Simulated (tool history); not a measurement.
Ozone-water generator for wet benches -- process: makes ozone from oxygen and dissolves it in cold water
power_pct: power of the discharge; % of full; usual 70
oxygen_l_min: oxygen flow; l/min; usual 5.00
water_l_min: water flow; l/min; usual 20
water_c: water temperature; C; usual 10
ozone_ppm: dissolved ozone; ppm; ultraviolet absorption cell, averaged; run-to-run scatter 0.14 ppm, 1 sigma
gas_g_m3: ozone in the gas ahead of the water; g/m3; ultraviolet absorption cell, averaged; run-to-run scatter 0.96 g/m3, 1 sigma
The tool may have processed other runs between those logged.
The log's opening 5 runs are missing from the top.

run    hour  power_pct  oxygen_l_min  water_l_min  water_c  hours of work since the electrodes were changed  hours of work since the contactor was cleaned  hours of work since the thermometer was calibrated  ozone_ppm  gas_g_m3
  6   399.7         70          5.00           13       10                                             2481                                           1526                                                3480       21.4     152.3
  7   447.2         70          3.39           13       10                                             2513                                           1558                                                3512       20.8     182.6
  8   532.3         70          3.39           13       11                                             2570                                           1615                                                3569       20.3     182.6
  9   620.0         70          3.39           13       11                                             2630                                           1675                                                3629       20.2     181.0
 10   704.0         70          5.09           20       10                                             2687                                           1732                                                3686       14.3     151.6
 11   790.1         70          5.00           22       10                                             2745                                           1790                                                3744       13.1     152.4
 12   835.1         70          5.00           22       10                                             2775                                           1820                                                3774       12.9     151.9
      841.1  -- water thermometer calibrated
 13   878.4         70          5.00           22       10                                             2804                                           1849                                                  25       13.1     150.6
 14   957.0         70          5.00           22       10                                             2857                                           1903                                                  78       12.9     151.0
 15   998.3         70          5.56           20       10                                             2885                                           1931                                                 106       14.3     142.6
 16  1098.0         70          5.00           20        5                                             2953                                           1998                                                 174       14.8     149.5
 17  1150.5         70          5.00           20        5                                             2988                                           2034                                                 209       14.8     148.6
 18  1218.9         70          8.42           22        5                                             3035                                           2080                                                 256       14.7     116.8
 19  1283.9         70          8.42           22        5                                             3079                                           2124                                                 300       14.4     117.1
     1293.8  -- water thermometer calibrated, once more
 20  1370.0         70          5.00           12       10                                             3137                                           2182                                                  52       22.2     148.1
 21  1424.2         40          8.84           13       10                                             3173                                           2218                                                  88       14.4      80.9
 22  1487.7         74          3.44           20       10                                             3216                                           2261                                                 131       13.4     182.2
 23  1559.3         84          4.29           13        9                                             3265                                           2310                                                 180       23.2     178.7
 24  1650.5         70          5.00           13       10                                             3327                                           2372                                                 241       20.7     148.3
 25  1700.0         69          8.83           14       10                                             3360                                           2405                                                 275       19.2     112.0
 26  1744.3         69          8.83           14        7                                             3390                                           2435                                                 305       20.0     111.7
 27  1795.5         70          3.84           20       13                                             3425                                           2470                                                 340       12.6     166.4
 28  1880.1         70          3.84           20       13                                             3482                                           2527                                                 397       12.8     167.4
 29  1945.3         70          8.44           20       10                                             3526                                           2571                                                 441       14.4     114.9
 30  2008.0         70          8.44           20       10                                             3569                                           2614                                                 484       14.1     115.0

Predict the results of run 31:
 31  2100.2         41          8.44           21       14                                             3631                                           2676                                                 546          ?         ?

{"run 31": {"ozone_ppm": 9.1, "gas_g_m3": 83.0}}
Take away the tool's hidden state, keep the run-to-run variation as it was, and the same run would have given ozone_ppm 10.9 ppm, gas_g_m3 88.9 g/m3.
